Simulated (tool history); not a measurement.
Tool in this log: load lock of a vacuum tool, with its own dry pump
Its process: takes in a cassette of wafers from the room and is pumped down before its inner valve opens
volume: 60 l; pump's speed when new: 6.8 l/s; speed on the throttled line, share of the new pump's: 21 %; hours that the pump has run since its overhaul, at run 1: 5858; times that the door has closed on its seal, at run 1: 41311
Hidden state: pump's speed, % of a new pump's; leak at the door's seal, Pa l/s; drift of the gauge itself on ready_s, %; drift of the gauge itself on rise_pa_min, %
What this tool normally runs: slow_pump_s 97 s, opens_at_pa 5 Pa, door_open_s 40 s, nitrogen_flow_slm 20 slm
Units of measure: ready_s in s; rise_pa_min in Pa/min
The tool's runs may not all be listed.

| run | hour | slow_pump_s | opens_at_pa | door_open_s | nitrogen_flow_slm | hours that the pump has run since its overhaul | times that the door has closed on its seal | incoming humidity of the room's air, % | ready_s | rise_pa_min |
|---|---|---|---|---|---|---|---|---|---|---|
| 1 | 0 | 97 | 5 | 40 | 20 | 5858 | 41311 | 43.2 | 165.8 | 0.012 |
| 2 | 149.2 | 97 | 5 | 40 | 20 | 6008 | 41974 | 43.4 | 166.6 | 0.012 |
| 3 | 277.5 | 97 | 5 | 40 | 20 | 6136 | 42545 | 44 | 164.4 | 0.01 |
| 4 | 424.6 | 97 | 5 | 40 | 20 | 6283 | 43200 | 49.9 | 164.4 | 0.022 |
| 5 | 593.4 | 97 | 6 | 40 | 20 | 6452 | 43951 | 46.8 | 165 | 0.017 |
| 6 | 738.1 | 97 | 6 | 40 | 20 | 6596 | 44595 | 44.4 | 163.6 | 0.018 |
| 7 | 807.8 | 97 | 6 | 40 | 20 | 6666 | 44904 | 44.1 | 164 | 0.019 |
| 8 | 904.1 | 97 | 6 | 40 | 29 | 6762 | 45333 | 47.1 | 162 | 0.017 |
| 9 | 995.1 | 97 | 5 | 40 | 6 | 6853 | 45738 | 45.7 | 165.8 | 0.03 |
| 10 | 1116 | 97 | 5 | 40 | 6 | 6974 | 46276 | 42.9 | 165.4 | 0.023 |
| 11 | 1193.8 | 97 | 5 | 40 | 6 | 7052 | 46622 | 46.3 | 167.8 | 0.028 |
| 12 | 1360.5 | 97 | 5 | 40 | 6 | 7219 | 47364 | 48.1 | 166.1 | 0.024 |
| 13 | 1522.3 | 97 | 5 | 40 | 6 | 7381 | 48083 | 49.7 | 165.2 | 0.027 |
| 14 | 1601.6 | 97 | 5 | 40 | 6 | 7460 | 48436 | 45.2 | 166.2 | 0.023 |
| 15 | 1741.5 | 97 | 5 | 40 | 6 | 7600 | 49059 | 44.7 | 165.1 | 0.025 |
| 16 | 1844.9 | 97 | 5 | 40 | 20 | 7703 | 49519 | 46.4 | 164.7 | 0.014 |
| 17 | 2010 | 97 | 5 | 40 | 13 | 7868 | 50253 | 44.8 | 167.8 | 0.014 |
| 18 | 2171.6 | 97 | 5 | 40 | 20 | 8030 | 50972 | 48.6 | 165.5 | 0.012 |
| 19 | 2337.7 | 97 | 5 | 40 | 20 | 8196 | 51711 | 41.8 | 164.3 | 0.015 |
|  | 2412.5 | door's seal changed, seat wiped |
| 20 | 2417.9 | 97 | 5 | 40 | 20 | 8275 | 24 | 41.1 | 167.6 | 0.017 |
| 21 | 2518.9 | 97 | 5 | 40 | 7 | 8376 | 474 | 45.6 | 166.3 | 0.026 |
| 22 | 2603.3 | 93 | 6 | 31 | 4 | 8460 | 849 | 43.9 | 161.9 | 0.024 |
| 23 | 2678.8 | 64 | 6 | 87 | 29 | 8536 | 1185 | 48.7 | 137.5 | 0.014 |
| 24 | 2796.6 | 178 | 4 | 218 | 7 | 8653 | 1709 | 47.1 | 230.9 | 0.058 |
| 25 | 2966.1 | 148 | 5 | 225 | 20 | 8823 | 2463 | 41.3 | 206.1 | 0.027 |
| 26 | 3048.7 | 143 | 5 | 225 | 20 | 8906 | 2831 | 48.3 | 200.5 | 0.036 |
| 27 | 3215.9 | 143 | 4 | 225 | 20 | 9073 | 3575 | 44.8 | 205.4 | 0.031 |
| 28 | 3297.5 | 143 | 4 | 225 | 20 | 9154 | 3938 | 45.8 | 202.6 | 0.033 |
| 29 | 3418.7 | 147 | 6 | 33 | 9 | 9276 | 4477 | 48 | 203.9 | 0.018 |
| 30 | 3498 | 51 | 5 | 136 | 10 | 9355 | 4830 | 44.4 | 129.1 | 0.041 |
| 31 | 3587.5 | 58 | 6 | 45 | 44 | 9444 | 5228 | 45.2 | 132.5 | 0.014 |
| 32 | 3725.6 | 58 | 6 | 45 | 44 | 9582 | 5843 | 47.7 | 132.7 | 0.008 |
| 33 | 3847.6 | 58 | 9 | 45 | 44 | 9704 | 6385 | 43.1 | 129 | 0.01 |
| 34 | 4017.9 | 97 | 5 | 115 | 10 | 9875 | 7143 | 44.8 | 167.5 | 0.031 |
| 35 | 4120.1 | 97 | 5 | 115 | 10 | 9977 | 7597 | 46.1 | 165.8 | 0.037 |
| 36 | 4286.9 | 52 | 5 | 115 | 10 | 10144 | 8340 | 43.6 | 130.2 | 0.037 |
| 37 | 4435.3 | 80 | 6 | 40 | 20 | 10292 | 9000 | 43.5 | 149.3 | 0.009 |

Branching from run 37: 3 alternative next runs. What would each branch give?
| A | 4562 | 66 | 5 | 27 | 20 | 10419 | 9564 | 41.8 | ? | ? |
| B | 4562 | 97 | 5 | 123 | 20 | 10419 | 9564 | 45.7 | ? | ? |
| C | 4562 | 97 | 5 | 40 | 40 | 10419 | 9564 | 41.7 | ? | ? |

| run | ready_s | rise_pa_min |
|---|---|---|
| A | 140.6 | 0.015 |
| B | 168 | 0.027 |
| C | 163.8 | 0.007 |
Without the tool's unlogged condition, the same runs would have read:
| run | ready_s | rise_pa_min |
|---|---|---|
| A | 140.5 | 0.015 |
| B | 167.9 | 0.027 |
| C | 163.7 | 0.007 |
